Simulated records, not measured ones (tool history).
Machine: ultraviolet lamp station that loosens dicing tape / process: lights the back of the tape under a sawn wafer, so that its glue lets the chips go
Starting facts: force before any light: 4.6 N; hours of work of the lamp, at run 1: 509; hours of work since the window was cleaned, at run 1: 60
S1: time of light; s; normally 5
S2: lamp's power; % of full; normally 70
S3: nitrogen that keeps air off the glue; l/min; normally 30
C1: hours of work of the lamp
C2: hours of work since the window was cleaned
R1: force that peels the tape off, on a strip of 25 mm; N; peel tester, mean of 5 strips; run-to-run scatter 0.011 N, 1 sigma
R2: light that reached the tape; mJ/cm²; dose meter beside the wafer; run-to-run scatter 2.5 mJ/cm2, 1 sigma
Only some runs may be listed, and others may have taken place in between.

{"run": 1, "hour": 0.0, "S1": 5, "S2": 70, "S3": 30, "C1": 509, "C2": 60, "R1": 0.483, "R2": 310}
{"run": 2, "hour": 54.6, "S1": 5, "S2": 70, "S3": 30, "C1": 534, "C2": 85, "R1": 0.464, "R2": 308}
{"run": 3, "hour": 119.8, "S1": 5, "S2": 70, "S3": 30, "C1": 564, "C2": 115, "R1": 0.475, "R2": 309}
{"run": 4, "hour": 155.5, "S1": 9, "S2": 70, "S3": 30, "C1": 580, "C2": 131, "R1": 0.159, "R2": 555}
{"run": 5, "hour": 197.6, "S1": 5, "S2": 70, "S3": 28, "C1": 599, "C2": 150, "R1": 0.515, "R2": 308}
{"run": 6, "hour": 259.2, "S1": 5, "S2": 70, "S3": 28, "C1": 627, "C2": 178, "R1": 0.487, "R2": 307}
{"run": 7, "hour": 290.2, "S1": 5, "S2": 69, "S3": 30, "C1": 641, "C2": 193, "R1": 0.502, "R2": 306}
{"run": 8, "hour": 347.3, "S1": 5, "S2": 69, "S3": 30, "C1": 667, "C2": 219, "R1": 0.491, "R2": 305}
{"run": 9, "hour": 401.7, "S1": 5, "S2": 69, "S3": 30, "C1": 692, "C2": 243, "R1": 0.481, "R2": 303}
{"hour": 409.1, "done": "window cleaned of glue's vapour"}
{"run": 10, "hour": 452.2, "S1": 7, "S2": 70, "S3": 30, "C1": 715, "C2": 20, "R1": 0.245, "R2": 429}
{"run": 11, "hour": 517.1, "S1": 7, "S2": 70, "S3": 30, "C1": 744, "C2": 49, "R1": 0.248, "R2": 436}
{"run": 12, "hour": 583.0, "S1": 7, "S2": 70, "S3": 30, "C1": 774, "C2": 79, "R1": 0.252, "R2": 434}
{"run": 13, "hour": 621.0, "S1": 7, "S2": 70, "S3": 30, "C1": 792, "C2": 97, "R1": 0.257, "R2": 431}
{"run": 14, "hour": 684.8, "S1": 7, "S2": 70, "S3": 30, "C1": 821, "C2": 126, "R1": 0.245, "R2": 425}
{"run": 15, "hour": 747.7, "S1": 7, "S2": 70, "S3": 30, "C1": 850, "C2": 154, "R1": 0.244, "R2": 426}
{"run": 16, "hour": 804.0, "S1": 5, "S2": 70, "S3": 30, "C1": 875, "C2": 180, "R1": 0.486, "R2": 309}
{"run": 17, "hour": 853.4, "S1": 5, "S2": 70, "S3": 30, "C1": 898, "C2": 202, "R1": 0.488, "R2": 309}
{"run": 18, "hour": 907.3, "S1": 5, "S2": 70, "S3": 30, "C1": 922, "C2": 227, "R1": 0.462, "R2": 311}
{"hour": 947.7, "done": "window cleaned of glue's vapour"}
{"run": 19, "hour": 962.6, "S1": 7, "S2": 70, "S3": 30, "C1": 947, "C2": 7, "R1": 0.245, "R2": 435}
{"run": 20, "hour": 1022.6, "S1": 5, "S2": 70, "S3": 30, "C1": 975, "C2": 34, "R1": 0.47, "R2": 311}
{"run": 21, "hour": 1065.5, "S1": 5, "S2": 70, "S3": 30, "C1": 994, "C2": 54, "R1": 0.475, "R2": 308}

Run 22 has not been measured yet. What should we expect?
{"run": 22, "hour": 1108.6, "S1": 5, "S2": 76, "S3": 26, "C1": 1014, "C2": 73, "R1": "?", "R2": "?"}

Run 22 produced R1 0.465 N, R2 332 mJ/cm².
With the hidden condition absent and the run-to-run variation left alone, this run would have shown R1 0.463 N, R2 333 mJ/cm².
